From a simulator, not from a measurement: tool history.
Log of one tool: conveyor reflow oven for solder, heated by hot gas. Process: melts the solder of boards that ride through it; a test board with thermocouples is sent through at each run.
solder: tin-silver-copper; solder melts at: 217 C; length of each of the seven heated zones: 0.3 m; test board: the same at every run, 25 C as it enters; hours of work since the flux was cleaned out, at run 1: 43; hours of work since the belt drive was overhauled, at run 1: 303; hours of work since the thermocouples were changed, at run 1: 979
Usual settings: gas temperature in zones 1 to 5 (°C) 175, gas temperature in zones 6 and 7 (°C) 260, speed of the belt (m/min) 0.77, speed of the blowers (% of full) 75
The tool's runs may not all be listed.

run   hour  gas temperature in zones 1 to 5 (°C)  gas temperature in zones 6 and 7 (°C)  speed of the belt (m/min)  speed of the blowers (% of full)  hours of work since the flux was cleaned out  hours of work since the belt drive was overhauled  hours of work since the thermocouples were changed  highest temperature of the board (°C)  time above the solder's melting point (s)
  1      0                                   175                                    260                       0.77                                75                                            43                                                303                                                 979                                  248.5                                         34
       8.7  -- thermocouples of zones 6 and 7 changed
  2    9.9                                   175                                    260                       0.77                                75                                            49                                                309                                                   1                                  245.1                                       32.4
  3   19.9                                   175                                    260                       0.77                                74                                            57                                                316                                                   8                                  245.2                                       32.1
  4   28.8                                   175                                    260                       0.77                                75                                            63                                                323                                                  15                                  245.1                                         32
  5   37.2                                   175                                    260                      0.894                                75                                            70                                                329                                                  21                                  240.2                                       24.1
  6   45.6                                   175                                    260                      0.894                                75                                            76                                                335                                                  28                                  240.5                                       24.4
  7   57.1                                   175                                    260                      0.912                                75                                            85                                                344                                                  36                                  239.6                                         23
  8   63.7                                   175                                    260                      0.912                                75                                            90                                                349                                                  41                                  239.5                                       23.3
  9   72.6                                   175                                    260                      0.912                                75                                            96                                                356                                                  48                                  239.8                                       23.3
 10   79.6                                   175                                    260                      0.912                                75                                           101                                                361                                                  53                                  239.6                                       23.2
 11   85.1                                   175                                    260                      0.912                                75                                           106                                                365                                                  57                                  239.4                                         23
 12   91.3                                   175                                    260                       0.77                                75                                           110                                                370                                                  62                                  244.8                                       32.4
 13   97.5                                   175                                    260                       0.77                                75                                           115                                                374                                                  67                                  244.8                                       31.9
 14  108.7                                   175                                    260                       0.77                                75                                           123                                                383                                                  75                                  244.6                                       31.7
 15  117.4                                   160                                    260                      0.749                                75                                           130                                                389                                                  82                                    243                                       28.6
 16  125.6                                   160                                    260                      0.749                                75                                           136                                                395                                                  88                                  242.9                                       28.8
 17  132.5                                   175                                    260                      0.694                                79                                           141                                                401                                                  93                                    248                                       38.3
 18    138                                   175                                    260                      0.805                                54                                           145                                                405                                                  97                                  239.8                                       26.4
 19  145.5                                   175                                    256                      0.798                                88                                           151                                                410                                                 103                                  241.9                                       29.1
 20  151.5                                   165                                    260                       0.77                                75                                           155                                                415                                                 107                                  243.2                                       28.4
 21  156.2                                   165                                    260                       0.77                                75                                           159                                                419                                                 111                                  242.8                                       28.5
 22  166.8                                   165                                    260                       0.77                                75                                           167                                                426                                                 119                                  242.7                                       28.6
 23  175.6                                   168                                    271                      0.621                                63                                           174                                                433                                                 125                                  257.8                                       45.5
 24  185.1                                   168                                    271                      0.621                                63                                           181                                                440                                                 133                                  257.9                                       46.1
 25  190.6                                   168                                    271                      0.621                                63                                           185                                                444                                                 137                                  257.6                                       46.1
 26  200.6                                   175                                    271                      0.897                                59                                           192                                                452                                                 144                                  245.4                                       25.9

Forecast each of these 4 alternatives for the next run:
  A  207.7                                   178                                    273                      0.897                                59                                           198                                                457                                                 150                                      ?                                          ?
  B  207.7                                   163                                    260                       0.77                                75                                           198                                                457                                                 150                                      ?                                          ?
  C  207.7                                   161                                    260                      0.702                                90                                           198                                                457                                                 150                                      ?                                          ?
  D  207.7                                   185                                    271                      0.897                                66                                           198                                                457                                                 150                                      ?                                          ?

run  highest temperature of the board (°C)  time above the solder's melting point (s)
  A                                  247.6                                       27.8
  B                                  242.3                                       27.7
  C                                  246.6                                       34.3
  D                                  249.4                                       30.6
Without the tool's hidden state the same runs would have given:
run  highest temperature of the board (°C)  time above the solder's melting point (s)
  A                                  249.2                                       28.4
  B                                  243.9                                       28.5
  C                                  248.1                                       35.1
  D                                    251                                       31.1

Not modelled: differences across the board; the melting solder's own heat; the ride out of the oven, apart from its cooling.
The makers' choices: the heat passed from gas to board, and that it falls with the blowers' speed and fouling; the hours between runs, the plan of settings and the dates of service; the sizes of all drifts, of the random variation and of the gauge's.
